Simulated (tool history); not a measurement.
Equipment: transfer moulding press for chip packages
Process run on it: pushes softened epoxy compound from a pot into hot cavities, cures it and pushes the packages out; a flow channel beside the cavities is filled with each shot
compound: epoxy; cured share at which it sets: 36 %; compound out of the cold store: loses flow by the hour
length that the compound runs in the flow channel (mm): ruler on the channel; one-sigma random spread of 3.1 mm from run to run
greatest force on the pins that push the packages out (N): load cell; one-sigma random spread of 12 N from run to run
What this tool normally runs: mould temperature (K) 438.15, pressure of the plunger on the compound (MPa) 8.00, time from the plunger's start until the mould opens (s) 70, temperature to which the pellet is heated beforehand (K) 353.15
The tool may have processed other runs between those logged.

run	hour	mould temperature (K)	pressure of the plunger on the compound (MPa)	time from the plunger's start until the mould opens (s)	temperature to which the pellet is heated beforehand (K)	incoming compound's hours out of the cold store	length that the compound runs in the flow channel (mm)	greatest force on the pins that push the packages out (N)
1	0.0	438.15	8.00	70	353.15	22.2	580	857
2	11.1	438.15	8.00	70	353.15	17.1	598	1012
3	18.8	438.15	8.00	70	353.15	27.4	580	1025
4	26.0	438.15	8.00	70	353.15	23.9	577	1125
5	32.4	442.15	8.00	70	353.15	43.9	533	925
6	39.6	438.15	8.00	70	353.15	41.9	539	1160
# hour 48.0: cavities cleaned with cleaning compound and waxed
7	48.2	438.15	8.00	70	353.15	35.0	552	600
8	53.6	438.15	8.00	70	353.15	32.0	558	709
# hour 66.6: plunger's sealing rings changed
9	68.3	438.15	8.00	70	353.15	45.9	554	940
10	77.7	430.15	8.00	70	353.15	27.5	607	1951
11	88.9	430.15	8.00	70	353.15	47.3	567	1981
12	95.0	430.15	8.00	70	353.15	18.8	633	2279
13	102.9	431.15	8.00	70	353.15	23.6	617	2131
# hour 106.9: cavities cleaned with cleaning compound and waxed
14	115.4	431.15	8.00	70	353.15	13.3	639	1494
15	124.9	434.15	8.00	70	353.15	46.1	550	1255
16	134.2	440.15	9.77	79	355.15	47.7	587	786
17	141.8	440.15	9.77	79	355.15	18.8	655	819
18	154.1	437.15	6.36	70	352.15	16.0	537	1337
# hour 163.3: cavities cleaned with cleaning compound and waxed
19	164.5	441.15	9.26	70	353.15	27.9	616	539
20	170.3	441.15	9.26	70	359.15	26.0	620	638
21	178.0	441.15	9.44	108	359.15	25.3	623	642
22	189.1	441.15	8.00	70	345.15	23.4	578	907
23	199.7	441.15	8.00	70	345.15	38.2	545	946
24	209.8	433.15	8.00	70	353.15	19.6	608	1844
# hour 219.6: cavities cleaned with cleaning compound and waxed
25	219.6	438.15	6.60	50	362.15	9.1	559	1422
26	232.2	438.15	6.60	50	362.15	43.0	486	1961
27	244.4	438.15	6.60	50	362.15	44.4	489	2334

4 options for the next run, each taken on its own from the tool as it stands now. Forecast them:
A	251.6	439.15	6.70	50	362.15	18.7	?	?
B	251.6	438.15	9.27	70	353.15	47.5	?	?
C	251.6	438.15	8.00	64	363.15	34.3	?	?
D	251.6	438.15	8.70	100	362.15	25.1	?	?

run	length that the compound runs in the flow channel (mm)	greatest force on the pins that push the packages out (N)
A	537	2509
B	567	1094
C	553	1260
D	594	766
With the hidden condition removed and each run's random variation left untouched, the same runs would have given:
run	length that the compound runs in the flow channel (mm)	greatest force on the pins that push the packages out (N)
A	554	1287
B	585	565
C	570	641
D	613	405

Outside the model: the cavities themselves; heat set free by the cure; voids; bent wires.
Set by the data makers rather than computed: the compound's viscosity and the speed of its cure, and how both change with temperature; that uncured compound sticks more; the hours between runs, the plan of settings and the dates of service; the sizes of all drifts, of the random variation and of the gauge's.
